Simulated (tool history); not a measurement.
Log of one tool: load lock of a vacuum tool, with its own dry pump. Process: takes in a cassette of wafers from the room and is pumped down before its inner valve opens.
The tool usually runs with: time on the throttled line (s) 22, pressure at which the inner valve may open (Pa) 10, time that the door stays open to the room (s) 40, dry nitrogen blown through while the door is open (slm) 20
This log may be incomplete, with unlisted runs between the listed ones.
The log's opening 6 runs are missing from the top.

| run | hour | time on the throttled line (s) | pressure at which the inner valve may open (Pa) | time that the door stays open to the room (s) | dry nitrogen blown through while the door is open (slm) | incoming humidity of the room's air, % | time from the closed door until the inner valve may open (s) | rise of the pressure with all valves shut (Pa/min) |
|---|---|---|---|---|---|---|---|---|
| 7 | 1338.4 | 22 | 10 | 40 | 20 | 47.1 | 38.0 | 0.025 |
| 8 | 1568.8 | 22 | 12 | 40 | 20 | 44.9 | 37.4 | 0.023 |
| 9 | 1909.3 | 22 | 12 | 40 | 20 | 42.3 | 37.5 | 0.023 |
| 10 | 2077.8 | 22 | 12 | 40 | 20 | 46.1 | 37.6 | 0.022 |
| 11 | 2235.0 | 22 | 10 | 40 | 20 | 45.8 | 37.8 | 0.020 |
| 12 | 2434.4 | 22 | 13 | 40 | 20 | 41.3 | 37.4 | 0.020 |
| 13 | 2635.5 | 22 | 13 | 40 | 20 | 45.2 | 37.5 | 0.024 |
| 14 | 2841.6 | 22 | 13 | 40 | 20 | 44.5 | 37.4 | 0.026 |
| 15 | 3015.0 | 22 | 13 | 32 | 20 | 43.1 | 37.6 | 0.022 |
| 16 | 3294.2 | 22 | 13 | 32 | 20 | 46.2 | 37.4 | 0.023 |
| 17 | 3526.2 | 22 | 13 | 32 | 20 | 46.9 | 37.3 | 0.024 |
| 18 | 3748.5 | 22 | 13 | 32 | 20 | 47.4 | 37.2 | 0.025 |
| 19 | 3954.5 | 22 | 17 | 40 | 44 | 43.2 | 36.6 | 0.019 |
| 20 | 4149.0 | 27 | 11 | 40 | 44 | 41.6 | 41.9 | 0.017 |

Run 21 has not been measured yet. What should we expect?
| 21 | 4424.7 | 13 | 7 | 40 | 44 | 47.0 | ? | ? |

Run 21 measured time from the closed door until the inner valve may open (s) 31.6, rise of the pressure with all valves shut (Pa/min) 0.018.
Were there no unlogged condition in the tool, this run, its random variation unchanged, would have produced time from the closed door until the inner valve may open (s) 31.5, rise of the pressure with all valves shut (Pa/min) 0.017.
